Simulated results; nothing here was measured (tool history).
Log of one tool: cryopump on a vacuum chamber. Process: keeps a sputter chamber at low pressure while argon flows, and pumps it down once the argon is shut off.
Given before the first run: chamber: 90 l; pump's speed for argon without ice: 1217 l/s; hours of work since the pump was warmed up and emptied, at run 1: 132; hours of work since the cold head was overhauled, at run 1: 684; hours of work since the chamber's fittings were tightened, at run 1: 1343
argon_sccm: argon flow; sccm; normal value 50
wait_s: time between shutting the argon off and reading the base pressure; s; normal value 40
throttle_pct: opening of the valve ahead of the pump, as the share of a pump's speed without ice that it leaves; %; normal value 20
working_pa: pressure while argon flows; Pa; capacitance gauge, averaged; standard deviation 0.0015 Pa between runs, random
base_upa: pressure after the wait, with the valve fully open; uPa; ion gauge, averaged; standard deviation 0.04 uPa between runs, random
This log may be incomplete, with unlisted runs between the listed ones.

run	hour	argon_sccm	wait_s	throttle_pct	hours of work since the pump was warmed up and emptied	hours of work since the cold head was overhauled	hours of work since the chamber's fittings were tightened	working_pa	base_upa
1	0.0	50	40	20	132	684	1343	0.3520	4.48
2	66.7	68	40	20	161	713	1373	0.4812	4.51
3	104.1	68	40	20	178	730	1389	0.4785	4.46
# hour 174.1: leaking fittings of the chamber tightened, without venting
4	174.1	50	40	20	208	760	0	0.3543	2.35
5	260.9	50	57	20	247	798	39	0.3568	1.76
6	346.5	50	40	20	285	836	76	0.3561	2.41
7	400.0	58	40	20	308	860	100	0.4160	2.62
8	458.1	58	40	20	334	886	126	0.4159	2.68
9	495.9	50	40	20	351	903	143	0.3601	2.67
10	577.9	82	40	20	387	939	179	0.5951	2.75
11	653.6	50	40	15	421	973	213	0.4783	2.79
12	721.0	50	40	15	451	1003	243	0.4793	2.81
13	769.8	50	40	15	472	1024	264	0.4828	3.01
14	837.5	50	40	15	502	1054	294	0.4871	2.96
15	885.6	23	40	15	524	1076	316	0.2240	3.02
# hour 902.2: pump warmed up, emptied and cooled again
16	969.2	50	40	20	30	1110	350	0.3501	2.89
17	1044.8	50	40	20	63	1144	384	0.3505	3.00
18	1100.8	50	218	59	88	1169	409	0.1201	1.29
19	1182.2	33	215	20	124	1205	445	0.2329	1.37
20	1236.5	33	215	20	148	1229	469	0.2320	1.42
21	1296.7	33	215	20	175	1256	496	0.2356	1.44
22	1384.3	33	215	20	214	1295	535	0.2348	1.58
23	1443.2	39	203	20	240	1321	561	0.2782	1.65
24	1496.3	39	203	20	264	1344	584	0.2776	1.69
25	1533.7	74	144	45	280	1361	601	0.2459	1.90
26	1619.7	23	40	51	318	1399	639	0.0697	3.46
27	1665.7	99	66	16	339	1419	659	0.8853	2.76
28	1711.2	50	242	20	359	1440	680	0.3640	1.81
29	1791.7	22	233	43	395	1475	715	0.0779	1.95
30	1840.3	22	233	43	416	1497	737	0.0793	2.07
31	1915.3	50	54	19	449	1530	770	0.3838	3.35
32	1956.1	50	54	19	468	1548	788	0.3887	3.33
33	2044.8	50	54	19	507	1588	828	0.3873	3.42

Below, some changes in working_pa between adjacent runs. For each, the amount present without the hidden state too (settings, incoming material, random variation) and the amount remaining for the hidden state with gauge scatter not shared by both compared results:
Hidden conditions of the tool in this case: pump's speed, % of a pump's without ice; cold plate's temperature, K; leak into the chamber, uPa l/s; drift of the gauge itself on working_pa, %; drift of the gauge itself on base_upa, %.
Run 9 -> 10: argon_sccm 50 -> 82. working_pa +0.2350 Pa: hidden state +0.0115, all else +0.2235.
Run 26 -> 27: argon_sccm 23 -> 99, wait_s 40 -> 66, throttle_pct 51 -> 16. working_pa +0.8156 Pa: hidden state +0.0214, all else +0.7942.
Run 27 -> 28: argon_sccm 99 -> 50, wait_s 66 -> 242, throttle_pct 16 -> 20. working_pa -0.5213 Pa: hidden state -0.0125, all else -0.5088.
Run 30 -> 31: argon_sccm 22 -> 50, wait_s 233 -> 54, throttle_pct 43 -> 19. working_pa +0.3045 Pa: hidden state +0.0113, all else +0.2932.
